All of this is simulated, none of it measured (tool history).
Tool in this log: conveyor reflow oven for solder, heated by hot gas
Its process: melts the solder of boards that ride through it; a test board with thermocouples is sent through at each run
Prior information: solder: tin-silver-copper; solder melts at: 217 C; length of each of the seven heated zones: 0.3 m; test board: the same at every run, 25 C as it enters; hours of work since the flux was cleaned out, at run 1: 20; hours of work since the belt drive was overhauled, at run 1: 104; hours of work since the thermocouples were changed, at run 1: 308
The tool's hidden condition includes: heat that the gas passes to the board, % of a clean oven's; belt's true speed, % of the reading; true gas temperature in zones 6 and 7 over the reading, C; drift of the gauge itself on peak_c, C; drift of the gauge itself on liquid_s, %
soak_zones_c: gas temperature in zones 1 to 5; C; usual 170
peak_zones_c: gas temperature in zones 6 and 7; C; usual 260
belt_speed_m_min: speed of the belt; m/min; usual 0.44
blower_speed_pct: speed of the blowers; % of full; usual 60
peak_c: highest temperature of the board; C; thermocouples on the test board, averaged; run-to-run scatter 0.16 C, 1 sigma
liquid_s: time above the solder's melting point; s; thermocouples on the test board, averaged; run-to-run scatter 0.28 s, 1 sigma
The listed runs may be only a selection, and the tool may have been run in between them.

run	hour	soak_zones_c	peak_zones_c	belt_speed_m_min	blower_speed_pct	hours of work since the flux was cleaned out	hours of work since the belt drive was overhauled	hours of work since the thermocouples were changed	peak_c	liquid_s
1	0	170	260	0.44	60	20	104	308	238.5	44.1
2	22.2	170	260	0.44	60	30	114	318	238.6	44.7
3	42.4	170	260	0.44	60	39	123	327	238.6	44.6
4	59.1	170	264	0.44	60	47	131	335	241.6	48.1
5	79.6	170	260	0.44	88	56	140	344	246	54.7
6	102.5	170	260	0.403	60	67	150	355	241.6	53.7
7	125.6	180	260	0.403	60	77	161	365	243.6	60.3
8	144.4	180	260	0.403	60	86	169	374	243.7	60.3
9	160.4	180	260	0.403	60	93	177	381	243.6	60.5
10	171.6	180	260	0.403	60	98	182	386	243.6	59.9
11	193.7	180	260	0.403	60	108	192	396	243.7	60.6
12	215.9	180	260	0.403	60	118	202	406	243.7	59.6
13	236	180	260	0.351	60	127	211	415	247.7	76.2
14	247.9	170	260	0.44	60	133	216	421	238.7	43.9
15	275.3	170	260	0.388	60	145	229	433	242.5	57.8
16	295.3	170	260	0.435	60	154	238	442	238.8	44.9

Predict the results of run 17:
17	309.7	177	263	0.435	60	161	245	449	?	?

Run 17 measured peak_c 242.9 C, liquid_s 52.5 s.
If the tool had no hidden condition, the same run with the same run-to-run variation would have returned peak_c 243.3 C, liquid_s 53 s.

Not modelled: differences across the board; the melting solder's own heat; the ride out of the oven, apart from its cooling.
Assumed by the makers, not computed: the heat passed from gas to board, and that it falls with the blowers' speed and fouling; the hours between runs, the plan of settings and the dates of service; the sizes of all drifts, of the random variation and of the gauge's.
